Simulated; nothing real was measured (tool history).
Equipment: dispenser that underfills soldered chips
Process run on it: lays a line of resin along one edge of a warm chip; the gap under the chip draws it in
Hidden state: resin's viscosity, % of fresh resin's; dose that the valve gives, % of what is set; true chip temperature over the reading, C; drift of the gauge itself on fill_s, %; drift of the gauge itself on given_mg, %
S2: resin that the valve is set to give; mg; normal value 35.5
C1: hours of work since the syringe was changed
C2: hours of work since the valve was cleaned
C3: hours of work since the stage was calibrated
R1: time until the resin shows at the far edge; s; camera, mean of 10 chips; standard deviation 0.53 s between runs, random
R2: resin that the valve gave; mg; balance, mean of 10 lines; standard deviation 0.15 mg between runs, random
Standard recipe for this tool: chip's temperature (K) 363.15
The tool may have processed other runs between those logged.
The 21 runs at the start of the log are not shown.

-- hour=193.4 new syringe of resin
run 22 hour=195.8 | chip's_temperature_(K)=373.15 S2=33.4 | C1=2 C2=98 C3=166 | R1=37.0 R2=30.63
run 23 hour=207.6 | chip's_temperature_(K)=350.15 S2=41.0 | C1=9 C2=105 C3=174 | R1=119.2 R2=37.21
-- hour=210.9 new syringe of resin
run 24 hour=217.9 | chip's_temperature_(K)=349.15 S2=37.2 | C1=5 C2=112 C3=180 | R1=87.8 R2=33.26
-- hour=228.5 new syringe of resin
run 25 hour=228.7 | chip's_temperature_(K)=357.15 S2=31.0 | C1=0 C2=119 C3=187 | R1=52.8 R2=27.70
run 26 hour=236.0 | chip's_temperature_(K)=358.15 S2=35.5 | C1=5 C2=124 C3=192 | R1=68.5 R2=31.67
-- hour=245.6 new syringe of resin
run 27 hour=248.1 | chip's_temperature_(K)=373.15 S2=35.5 | C1=2 C2=131 C3=200 | R1=35.9 R2=31.60
run 28 hour=255.7 | chip's_temperature_(K)=361.15 S2=44.3 | C1=7 C2=136 C3=205 | R1=69.4 R2=39.41
run 29 hour=261.4 | chip's_temperature_(K)=361.15 S2=44.3 | C1=10 C2=140 C3=208 | R1=89.8 R2=38.91
-- hour=263.0 dispensing valve cleaned and set on the balance
-- hour=264.4 new syringe of resin
run 30 hour=271.1 | chip's_temperature_(K)=372.15 S2=35.5 | C1=4 C2=5 C3=214 | R1=43.8 R2=35.36
run 31 hour=276.8 | chip's_temperature_(K)=376.15 S2=34.6 | C1=8 C2=9 C3=218 | R1=51.4 R2=34.39
-- hour=281.3 new syringe of resin
run 32 hour=283.4 | chip's_temperature_(K)=376.15 S2=45.6 | C1=1 C2=13 C3=222 | R1=30.2 R2=45.36
run 33 hour=291.5 | chip's_temperature_(K)=372.15 S2=35.5 | C1=7 C2=18 C3=227 | R1=51.5 R2=34.75
-- hour=298.5 new syringe of resin
run 34 hour=302.9 | chip's_temperature_(K)=372.15 S2=32.5 | C1=3 C2=26 C3=234 | R1=39.5 R2=31.60
run 35 hour=312.8 | chip's_temperature_(K)=350.15 S2=42.1 | C1=9 C2=32 C3=241 | R1=117.6 R2=40.95

Below are 3 alternative next runs, each starting from the tool's condition after run 35. Predict each:
-- hour=316.1 new syringe of resin
run A hour=319.8 | chip's_temperature_(K)=359.15 S2=46.0 | C1=2 C2=37 C3=245 | R1=? R2=?
-- hour=316.1 new syringe of resin
run B hour=319.8 | chip's_temperature_(K)=350.15 S2=31.1 | C1=2 C2=37 C3=245 | R1=? R2=?
-- hour=316.1 new syringe of resin
run C hour=319.8 | chip's_temperature_(K)=363.15 S2=41.8 | C1=2 C2=37 C3=245 | R1=? R2=?

run=A R1=55.1 R2=44.36
run=B R1=75.2 R2=30.21
run=C R1=48.9 R2=40.42
Without the tool's unlogged condition, the same runs would have read:
run=A R1=47.8 R2=45.79
run=B R1=65.0 R2=31.18
run=C R1=42.3 R2=41.73

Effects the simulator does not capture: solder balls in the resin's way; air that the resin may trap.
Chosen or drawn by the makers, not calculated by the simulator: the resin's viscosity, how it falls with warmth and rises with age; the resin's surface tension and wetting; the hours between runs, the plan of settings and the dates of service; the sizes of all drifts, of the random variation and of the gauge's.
